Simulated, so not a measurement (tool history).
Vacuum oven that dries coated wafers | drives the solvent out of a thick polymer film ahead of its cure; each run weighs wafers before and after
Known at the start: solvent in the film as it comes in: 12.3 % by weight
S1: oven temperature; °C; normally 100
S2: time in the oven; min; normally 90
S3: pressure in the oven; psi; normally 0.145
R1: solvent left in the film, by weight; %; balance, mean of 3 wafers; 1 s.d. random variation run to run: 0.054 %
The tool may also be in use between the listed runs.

run	hour	S1	S2	S3	R1
1	0	100	90	0.145	2.03
2	14	100	90	0.145	2.08
3	36.4	100	90	0.145	2.16
4	53.7	100	90	0.145	2.07
5	66.5	110	90	0.145	0.97
6	87.1	110	90	0.145	0.97
7	109.6	100	90	0.145	2.12
8	133.5	100	90	0.145	2.05
9	145.8	100	90	0.145	2.12
10	155.6	104	90	0.145	1.58
# hour 159.5: oven's thermocouples calibrated
11	173.5	104	90	0.145	1.56
12	189.5	100	90	0.145	2.12
13	206.9	100	90	0.164	2.18
14	221.4	100	90	0.145	2.06
15	234.8	100	90	0.145	2.13
16	249.1	114	67	0.128	0.92
# hour 253.9: oven's thermocouples calibrated, once more
17	263.2	102	81	0.158	1.99
18	276.2	103	48	0.103	3.17
19	296.4	97	153	0.267	2.3
20	315.8	89	48	0.145	6.11
21	334.2	90	90	0.08	3.45
22	346.4	92	130	0.432	4.67
23	365.8	92	83	0.199	4.28
24	388.8	92	83	0.199	4.24
25	400.4	93	69	0.145	4.31
26	413.6	87	117	0.113	3.61
27	428.8	87	117	0.113	3.7
28	445.9	100	50	0.321	4.46

5 options for the next run, each taken on its own from the tool as it stands now. Forecast them:
A	461.3	113	55	0.396	?
B	461.3	106	50	0.321	?
C	461.3	94	50	0.321	?
D	461.3	100	90	0.102	?
E	461.3	95	83	0.213	?

run	R1
A	2.34
B	3.48
C	6.05
D	1.82
E	3.7
Had the tool no hidden state, the same runs would have come out as:
run	R1
A	2.22
B	3.34
C	5.89
D	1.64
E	3.5
